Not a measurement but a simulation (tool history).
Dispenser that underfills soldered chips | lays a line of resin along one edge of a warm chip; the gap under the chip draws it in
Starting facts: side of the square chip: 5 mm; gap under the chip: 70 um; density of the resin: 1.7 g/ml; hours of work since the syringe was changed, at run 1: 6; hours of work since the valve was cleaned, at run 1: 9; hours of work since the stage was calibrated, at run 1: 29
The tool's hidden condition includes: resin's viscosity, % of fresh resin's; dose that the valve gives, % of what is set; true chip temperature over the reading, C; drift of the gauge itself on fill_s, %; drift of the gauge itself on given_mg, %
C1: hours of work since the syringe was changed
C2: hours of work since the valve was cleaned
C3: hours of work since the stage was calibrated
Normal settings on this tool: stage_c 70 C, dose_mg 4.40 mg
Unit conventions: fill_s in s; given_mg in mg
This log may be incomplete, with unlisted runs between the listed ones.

run 1 day=0.000 | stage_c=70 dose_mg=4.40 | C1=6 C2=9 C3=29 | fill_s=44.0 given_mg=4.36
-- day=0.179 new syringe of resin
run 2 day=0.388 | stage_c=70 dose_mg=4.40 | C1=3 C2=16 C3=35 | fill_s=38.9 given_mg=4.38
-- day=0.692 new syringe of resin
run 3 day=0.833 | stage_c=70 dose_mg=4.40 | C1=2 C2=22 C3=42 | fill_s=35.5 given_mg=4.34
-- day=1.229 new syringe of resin
run 4 day=1.229 | stage_c=70 dose_mg=4.40 | C1=0 C2=29 C3=48 | fill_s=30.9 given_mg=4.32
run 5 day=1.542 | stage_c=71 dose_mg=4.40 | C1=5 C2=34 C3=53 | fill_s=41.4 given_mg=4.29
-- day=1.771 new syringe of resin
run 6 day=2.246 | stage_c=70 dose_mg=4.40 | C1=8 C2=45 C3=64 | fill_s=50.7 given_mg=4.29
-- day=2.325 new syringe of resin
run 7 day=2.779 | stage_c=70 dose_mg=4.40 | C1=7 C2=53 C3=73 | fill_s=50.1 given_mg=4.31
-- day=2.838 new syringe of resin
run 8 day=3.250 | stage_c=67 dose_mg=4.40 | C1=7 C2=60 C3=80 | fill_s=52.5 given_mg=4.20
-- day=3.350 new syringe of resin
-- day=3.867 new syringe of resin
run 9 day=3.867 | stage_c=67 dose_mg=4.40 | C1=0 C2=70 C3=90 | fill_s=34.7 given_mg=4.23
-- day=4.312 dispensing valve cleaned and set on the balance
run 10 day=4.321 | stage_c=70 dose_mg=4.40 | C1=7 C2=0 C3=96 | fill_s=46.5 given_mg=4.45
-- day=4.458 new syringe of resin
run 11 day=4.625 | stage_c=70 dose_mg=4.40 | C1=3 C2=5 C3=101 | fill_s=36.3 given_mg=4.38
-- day=4.988 new syringe of resin
run 12 day=5.246 | stage_c=70 dose_mg=4.40 | C1=4 C2=15 C3=111 | fill_s=41.2 given_mg=4.29
-- day=5.512 new syringe of resin
run 13 day=5.862 | stage_c=70 dose_mg=4.40 | C1=6 C2=24 C3=120 | fill_s=44.3 given_mg=4.36
-- day=6.021 new syringe of resin
run 14 day=6.171 | stage_c=67 dose_mg=4.40 | C1=2 C2=29 C3=125 | fill_s=41.0 given_mg=4.31
-- day=6.538 new syringe of resin
run 15 day=6.758 | stage_c=74 dose_mg=5.17 | C1=4 C2=38 C3=134 | fill_s=32.7 given_mg=4.99
-- day=7.046 new syringe of resin
run 16 day=7.271 | stage_c=61 dose_mg=4.69 | C1=4 C2=46 C3=142 | fill_s=54.5 given_mg=4.49
-- day=7.575 new syringe of resin
run 17 day=7.771 | stage_c=76 dose_mg=4.77 | C1=3 C2=54 C3=150 | fill_s=30.2 given_mg=4.57
-- day=8.092 new syringe of resin
run 18 day=8.429 | stage_c=60 dose_mg=4.77 | C1=5 C2=65 C3=161 | fill_s=63.9 given_mg=4.55
-- day=8.608 new syringe of resin
run 19 day=8.775 | stage_c=60 dose_mg=4.77 | C1=3 C2=70 C3=166 | fill_s=53.8 given_mg=4.52
-- day=9.125 new syringe of resin
run 20 day=9.125 | stage_c=70 dose_mg=5.65 | C1=0 C2=75 C3=171 | fill_s=30.1 given_mg=5.36
-- day=9.225 dispensing valve cleaned and set on the balance
run 21 day=9.533 | stage_c=70 dose_mg=5.65 | C1=6 C2=5 C3=177 | fill_s=42.3 given_mg=5.64
-- day=9.700 new syringe of resin
run 22 day=9.962 | stage_c=73 dose_mg=5.07 | C1=4 C2=12 C3=184 | fill_s=35.1 given_mg=5.04
-- day=10.233 new syringe of resin
run 23 day=10.446 | stage_c=67 dose_mg=4.40 | C1=3 C2=19 C3=192 | fill_s=43.7 given_mg=4.33
-- day=10.738 new syringe of resin
run 24 day=10.962 | stage_c=67 dose_mg=4.40 | C1=4 C2=27 C3=200 | fill_s=42.9 given_mg=4.30
-- day=11.275 new syringe of resin
run 25 day=11.625 | stage_c=67 dose_mg=4.40 | C1=6 C2=38 C3=210 | fill_s=49.9 given_mg=4.35
-- day=11.783 new syringe of resin
run 26 day=11.929 | stage_c=80 dose_mg=3.94 | C1=2 C2=42 C3=215 | fill_s=25.5 given_mg=3.75

Consider 3 possible next runs. They are alternatives, not a sequence: every one starts from the tool as it was left by run 26. What does each give?
-- day=12.304 new syringe of resin
run A day=12.333 | stage_c=75 dose_mg=4.14 | C1=0 C2=49 C3=221 | fill_s=? given_mg=?
-- day=12.304 new syringe of resin
run B day=12.333 | stage_c=65 dose_mg=5.22 | C1=0 C2=49 C3=221 | fill_s=? given_mg=?
-- day=12.304 new syringe of resin
run C day=12.333 | stage_c=81 dose_mg=4.15 | C1=0 C2=49 C3=221 | fill_s=? given_mg=?

run=A fill_s=26.5 given_mg=4.03
run=B fill_s=37.0 given_mg=5.05
run=C fill_s=21.7 given_mg=4.01
Without the tool's hidden state the same runs would have given:
run=A fill_s=26.1 given_mg=4.17
run=B fill_s=36.7 given_mg=5.23
run=C fill_s=21.4 given_mg=4.15
